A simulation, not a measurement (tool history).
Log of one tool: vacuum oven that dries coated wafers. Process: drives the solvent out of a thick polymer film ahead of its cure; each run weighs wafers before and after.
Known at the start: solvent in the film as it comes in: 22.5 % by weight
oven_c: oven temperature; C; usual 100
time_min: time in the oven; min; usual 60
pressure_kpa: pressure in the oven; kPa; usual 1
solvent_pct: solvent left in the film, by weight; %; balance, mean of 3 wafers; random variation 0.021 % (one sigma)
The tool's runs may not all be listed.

{"run": 1, "hour": 0.0, "oven_c": 100, "time_min": 60, "pressure_kpa": 1, "solvent_pct": 2.4}
{"hour": 6.8, "done": "oven's thermocouples calibrated"}
{"run": 2, "hour": 16.7, "oven_c": 100, "time_min": 60, "pressure_kpa": 1, "solvent_pct": 2.71}
{"run": 3, "hour": 39.0, "oven_c": 100, "time_min": 60, "pressure_kpa": 1, "solvent_pct": 2.75}
{"run": 4, "hour": 66.7, "oven_c": 100, "time_min": 53, "pressure_kpa": 1, "solvent_pct": 3.32}
{"run": 5, "hour": 94.9, "oven_c": 100, "time_min": 60, "pressure_kpa": 1, "solvent_pct": 2.67}
{"run": 6, "hour": 113.1, "oven_c": 100, "time_min": 60, "pressure_kpa": 1.27, "solvent_pct": 2.81}
{"run": 7, "hour": 144.8, "oven_c": 112, "time_min": 60, "pressure_kpa": 0.54, "solvent_pct": 0.53}
{"run": 8, "hour": 169.4, "oven_c": 112, "time_min": 60, "pressure_kpa": 0.54, "solvent_pct": 0.52}
{"run": 9, "hour": 188.2, "oven_c": 112, "time_min": 60, "pressure_kpa": 0.54, "solvent_pct": 0.55}
{"run": 10, "hour": 213.4, "oven_c": 100, "time_min": 33, "pressure_kpa": 0.55, "solvent_pct": 5.89}

Forecast each of these 4 alternatives for the next run:
{"run": "A", "hour": 239.7, "oven_c": 104, "time_min": 60, "pressure_kpa": 3.94, "solvent_pct": "?"}
{"run": "B", "hour": 239.7, "oven_c": 100, "time_min": 31, "pressure_kpa": 0.55, "solvent_pct": "?"}
{"run": "C", "hour": 239.7, "oven_c": 100, "time_min": 108, "pressure_kpa": 1.45, "solvent_pct": "?"}
{"run": "D", "hour": 239.7, "oven_c": 102, "time_min": 54, "pressure_kpa": 2.7, "solvent_pct": "?"}

run=A solvent_pct=2.92
run=B solvent_pct=6.33
run=C solvent_pct=1.2
run=D solvent_pct=3.28
Without the tool's hidden state the same runs would have given:
run=A solvent_pct=2.82
run=B solvent_pct=6.26
run=C solvent_pct=1.07
run=D solvent_pct=3.18

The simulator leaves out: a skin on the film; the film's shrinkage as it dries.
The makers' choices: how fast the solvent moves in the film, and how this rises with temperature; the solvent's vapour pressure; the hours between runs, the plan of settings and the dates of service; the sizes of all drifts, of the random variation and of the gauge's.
